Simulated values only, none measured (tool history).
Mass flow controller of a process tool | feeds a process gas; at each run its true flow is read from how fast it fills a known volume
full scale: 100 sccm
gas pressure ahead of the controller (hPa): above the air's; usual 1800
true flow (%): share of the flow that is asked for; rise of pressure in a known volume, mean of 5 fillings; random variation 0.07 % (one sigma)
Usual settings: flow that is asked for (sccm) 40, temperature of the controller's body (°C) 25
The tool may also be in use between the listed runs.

| run | hour | flow that is asked for (sccm) | gas pressure ahead of the controller (hPa) | temperature of the controller's body (°C) | true flow (%) |
|---|---|---|---|---|---|
| 1 | 0 | 40 | 1800 | 25 | 98.44 |
| 2 | 253.1 | 40 | 1800 | 25 | 98.45 |
| 3 | 417 | 40 | 1800 | 25 | 98.43 |
| 4 | 565.9 | 40 | 1800 | 25 | 98.65 |
| 5 | 863 | 40 | 1800 | 25 | 98.76 |
| 6 | 1084.3 | 40 | 1800 | 26 | 98.86 |
| 7 | 1359.3 | 40 | 1800 | 26 | 98.99 |
| 8 | 1577.1 | 40 | 1800 | 26 | 99.15 |
| 9 | 1743 | 40 | 1800 | 25 | 99.12 |
| 10 | 1989.4 | 40 | 1800 | 32 | 99.62 |
| 11 | 2136.1 | 40 | 1800 | 32 | 99.69 |
| 12 | 2385.2 | 40 | 1800 | 32 | 99.88 |
| 13 | 2518.5 | 40 | 1800 | 33 | 99.94 |
| 14 | 2714.2 | 40 | 1800 | 25 | 99.82 |
| 15 | 2884.9 | 40 | 1800 | 25 | 99.74 |
| 16 | 3170 | 40 | 1800 | 25 | 99.97 |
| 17 | 3385.5 | 40 | 1800 | 25 | 100.07 |
| 18 | 3629.8 | 40 | 1800 | 25 | 100.05 |
| 19 | 3830 | 40 | 1630 | 25 | 100.24 |
| 20 | 4055.6 | 40 | 1630 | 25 | 100.31 |
| 21 | 4187.9 | 40 | 1630 | 25 | 100.4 |
| 22 | 4457.4 | 40 | 1800 | 25 | 100.39 |
| 23 | 4654.1 | 40 | 2740 | 25 | 100.35 |
| 24 | 4962.6 | 18 | 2150 | 29 | 100.11 |
| 25 | 5288.3 | 40 | 2210 | 25 | 100.89 |
| 26 | 5605.7 | 40 | 2210 | 25 | 100.92 |
| 27 | 5835.4 | 87 | 1890 | 36 | 103.02 |
|  | 6066.1 | gauge calibrated |
| 28 | 6120.9 | 87 | 1890 | 36 | 100.2 |
| 29 | 6365.7 | 87 | 1890 | 36 | 100.3 |
| 30 | 6642.8 | 46 | 2170 | 21 | 98.59 |
| 31 | 6819.2 | 54 | 1800 | 23 | 99.07 |
| 32 | 6985.5 | 54 | 1800 | 23 | 99.16 |
| 33 | 7311.1 | 90 | 1520 | 27 | 100.57 |
| 34 | 7494 | 90 | 1520 | 27 | 100.7 |
| 35 | 7664.9 | 12 | 2430 | 27 | 98.27 |
| 36 | 7885.4 | 17 | 1630 | 27 | 98.73 |
| 37 | 8109.2 | 50 | 2790 | 38 | 99.85 |
| 38 | 8327.7 | 16 | 2500 | 31 | 98.81 |
| 39 | 8610.1 | 16 | 2500 | 31 | 98.93 |
| 40 | 8841.5 | 16 | 2500 | 31 | 99.11 |
| 41 | 9065.9 | 16 | 2500 | 31 | 99.07 |
|  | 9253.1 | controller's zero set anew |
| 42 | 9358.1 | 16 | 2500 | 31 | 99.42 |
| 43 | 9586.1 | 15 | 2150 | 25 | 99.23 |
| 44 | 9776.1 | 70 | 2560 | 31 | 101.06 |

5 ways to go on from here, each from the tool as it stands after run 44. What would each give?
| A | 10023.5 | 17 | 2540 | 35 | ? |
| B | 10023.5 | 16 | 1720 | 37 | ? |
| C | 10023.5 | 15 | 2360 | 27 | ? |
| D | 10023.5 | 42 | 1650 | 31 | ? |
| E | 10023.5 | 14 | 2560 | 31 | ? |

| run | true flow (%) |
|---|---|
| A | 99.74 |
| B | 100.07 |
| C | 99.51 |
| D | 100.66 |
| E | 99.56 |
Without the tool's hidden state the same runs would have given:
| run | true flow (%) |
|---|---|
| A | 97.83 |
| B | 98.15 |
| C | 97.6 |
| D | 98.73 |
| E | 97.65 |
